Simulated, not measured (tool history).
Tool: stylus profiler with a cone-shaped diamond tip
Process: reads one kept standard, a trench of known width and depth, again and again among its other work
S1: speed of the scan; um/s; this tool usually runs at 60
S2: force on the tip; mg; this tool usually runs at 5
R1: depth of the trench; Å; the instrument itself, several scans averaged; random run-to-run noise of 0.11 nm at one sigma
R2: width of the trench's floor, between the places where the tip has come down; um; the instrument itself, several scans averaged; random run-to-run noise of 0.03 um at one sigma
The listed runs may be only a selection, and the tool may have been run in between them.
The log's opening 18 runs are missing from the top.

run 19 hour=776.8 | S1=36 S2=5 | R1=5089.2 R2=15.94
run 20 hour=832.2 | S1=60 S2=2.83 | R1=5055.7 R2=15.71
run 21 hour=861.1 | S1=60 S2=2.83 | R1=5054 R2=15.7
run 22 hour=904 | S1=60 S2=10.51 | R1=5155.1 R2=15.85
run 23 hour=933.5 | S1=60 S2=10.51 | R1=5157.7 R2=15.89
run 24 hour=979.3 | S1=216 S2=5 | R1=5087.9 R2=15.14
run 25 hour=1010.1 | S1=60 S2=5.71 | R1=5097.9 R2=15.81
run 26 hour=1071.8 | S1=80 S2=7.43 | R1=5117.2 R2=15.73

Run 27, settings as shown, results not yet in. Your forecast:
run 27 hour=1110 | S1=91 S2=12.61 | R1=? R2=?

{"run 27": {"R1": 5177, "R2": 15.77}}
Without the tool's hidden state the same run would have given R1 5197 Å, R2 16.81 um.
